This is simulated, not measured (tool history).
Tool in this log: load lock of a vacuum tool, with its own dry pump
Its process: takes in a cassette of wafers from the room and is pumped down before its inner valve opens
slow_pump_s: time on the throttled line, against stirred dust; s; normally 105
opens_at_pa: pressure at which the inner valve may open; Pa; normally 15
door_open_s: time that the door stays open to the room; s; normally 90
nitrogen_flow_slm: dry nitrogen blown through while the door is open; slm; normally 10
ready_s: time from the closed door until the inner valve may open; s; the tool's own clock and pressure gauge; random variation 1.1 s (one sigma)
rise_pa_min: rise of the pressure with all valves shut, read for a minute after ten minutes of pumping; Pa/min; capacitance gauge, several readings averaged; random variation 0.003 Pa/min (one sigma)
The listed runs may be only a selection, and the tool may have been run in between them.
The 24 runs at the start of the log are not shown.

run,hour,slow_pump_s,opens_at_pa,door_open_s,nitrogen_flow_slm,"incoming humidity of the room's air, %",ready_s,rise_pa_min
25,2491.3,105,14,33,10,43.0,171.9,0.081
26,2628.0,72,14,33,20,44.4,142.7,0.079
27,2735.3,72,14,33,20,44.0,143.3,0.077
28,2851.7,84,16,99,29,44.5,152.0,0.096
29,2926.1,84,16,99,29,42.5,152.2,0.100
30,3051.9,70,17,99,9,45.3,139.2,0.119
31,3179.4,177,15,37,10,44.5,234.8,0.094
32,3274.0,177,15,37,28,46.1,235.8,0.089
33,3411.2,177,15,37,28,46.5,237.7,0.092
34,3550.3,177,15,37,28,45.8,235.6,0.086
35,3656.0,105,15,35,5,45.3,173.1,0.099
36,3774.7,105,15,80,33,48.4,173.2,0.110

Each row is a separate what-if for the run after 36, all from the same tool condition, not one after another. Results?
A,3856.2,105,15,68,33,45.9,?,?
B,3856.2,105,12,45,7,44.0,?,?
C,3856.2,105,16,90,36,45.8,?,?

run,ready_s,rise_pa_min
A,173.3,0.103
B,174.7,0.102
C,173.8,0.102
Had the tool no hidden state, the same runs would have come out as:
run,ready_s,rise_pa_min
A,168.8,0.026
B,170.1,0.026
C,169.3,0.025
